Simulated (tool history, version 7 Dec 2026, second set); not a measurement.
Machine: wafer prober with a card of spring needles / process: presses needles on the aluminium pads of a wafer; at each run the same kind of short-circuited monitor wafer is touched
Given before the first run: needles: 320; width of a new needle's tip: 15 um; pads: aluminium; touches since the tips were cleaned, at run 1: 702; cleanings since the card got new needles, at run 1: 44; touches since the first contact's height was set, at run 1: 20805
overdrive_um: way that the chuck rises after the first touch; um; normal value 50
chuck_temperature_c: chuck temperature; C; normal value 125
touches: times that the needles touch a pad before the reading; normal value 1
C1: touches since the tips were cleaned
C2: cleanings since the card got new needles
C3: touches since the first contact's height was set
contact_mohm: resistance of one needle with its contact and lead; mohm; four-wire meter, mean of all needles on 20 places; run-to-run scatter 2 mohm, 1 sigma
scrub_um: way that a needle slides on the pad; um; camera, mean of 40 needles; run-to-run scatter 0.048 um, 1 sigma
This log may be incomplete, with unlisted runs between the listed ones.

Run 1, day 0.000: usual settings; C1 702; C2 44; C3 20805. Result: contact_mohm 214 mohm, scrub_um 7.08 um.
At day 0.725: tips cleaned on abrasive film.
Run 2, day 1.038: usual settings but overdrive_um 35 um; C1 1610; C2 45; C3 26109. Result: contact_mohm 226 mohm, scrub_um 4.99 um.
At day 1.583: tips cleaned on abrasive film.
Run 3, day 2.233: usual settings but overdrive_um 35 um; C1 3342; C2 46; C3 32214. Result: contact_mohm 222 mohm, scrub_um 4.94 um.
At day 2.550: tips cleaned on abrasive film.
At day 3.417: tips cleaned on abrasive film.
Run 4, day 4.000: usual settings; C1 2995; C2 48; C3 41243. Result: contact_mohm 211 mohm, scrub_um 7.10 um.
At day 4.325: tips cleaned on abrasive film.
At day 5.296: tips cleaned on abrasive film.
Run 5, day 5.467: usual settings; C1 883; C2 50; C3 48710. Result: contact_mohm 211 mohm, scrub_um 7.10 um.
At day 6.288: tips cleaned on abrasive film.
Run 6, day 6.679: usual settings; C1 2016; C2 51; C3 54919. Result: contact_mohm 213 mohm, scrub_um 7.10 um.
At day 7.121: tips cleaned on abrasive film.
At day 7.983: tips cleaned on abrasive film.
Run 7, day 8.238: usual settings; C1 1318; C2 53; C3 62864. Result: contact_mohm 211 mohm, scrub_um 7.16 um.
At day 8.921: tips cleaned on abrasive film.
At day 9.917: tips cleaned on abrasive film.
Run 8, day 9.983: usual settings but overdrive_um 52 um; C1 347; C2 55; C3 71764. Result: contact_mohm 215 mohm, scrub_um 7.43 um.
At day 10.829: tips cleaned on abrasive film.
At day 11.692: tips cleaned on abrasive film.
Run 9, day 12.417: usual settings but overdrive_um 52 um; C1 3721; C2 57; C3 84214. Result: contact_mohm 211 mohm, scrub_um 7.39 um.
At day 12.596: tips cleaned on abrasive film.
At day 13.521: tips cleaned on abrasive film.
At day 14.450: tips cleaned on abrasive film.
Run 10, day 14.742: usual settings but overdrive_um 38 um, touches 2; C1 1491; C2 60; C3 96055. Result: contact_mohm 221 mohm, scrub_um 5.38 um.
At day 15.362: tips cleaned on abrasive film.
At day 16.267: tips cleaned on abrasive film.
Run 11, day 16.808: usual settings but overdrive_um 38 um, touches 2; C1 2781; C2 62; C3 106623. Result: contact_mohm 222 mohm, scrub_um 5.52 um.
At day 17.267: tips cleaned on abrasive film.
At day 18.104: tips cleaned on abrasive film.
Run 12, day 18.104: usual settings but overdrive_um 33 um, chuck_temperature_c 28 C; C1 0; C2 64; C3 113214. Result: contact_mohm 201 mohm, scrub_um 4.70 um.
At day 19.100: tips cleaned on abrasive film.
At day 19.979: tips cleaned on abrasive film.
Run 13, day 20.483: usual settings but chuck_temperature_c 114 C; C1 2570; C2 66; C3 125375. Result: contact_mohm 215 mohm, scrub_um 7.04 um.
At day 20.862: tips cleaned on abrasive film.
At day 21.712: tips cleaned on abrasive film.
Run 14, day 21.854: usual settings but chuck_temperature_c 33 C, touches 2; C1 719; C2 68; C3 132361. Result: contact_mohm 192 mohm, scrub_um 7.12 um.
At day 22.617: tips cleaned on abrasive film.
At day 23.562: tips cleaned on abrasive film.
Run 15, day 24.162: usual settings but chuck_temperature_c 96 C, touches 3; C1 3084; C2 70; C3 144161. Result: contact_mohm 205 mohm, scrub_um 7.08 um.

What will run 16 give?
At day 24.412: tips cleaned on abrasive film.
At day 25.292: tips cleaned on abrasive film.
At day 26.279: tips cleaned on abrasive film.
Run 16, day 26.592: usual settings but chuck_temperature_c 96 C, touches 3; C1 1608; C2 73; C3 156564. Result: contact_mohm ?, scrub_um ?.

Run 16 came out at contact_mohm 210 mohm, scrub_um 7.14 um.
Take away the tool's hidden state, keep the run-to-run variation as it was, and the same run would have given contact_mohm 210 mohm, scrub_um 7.15 um.
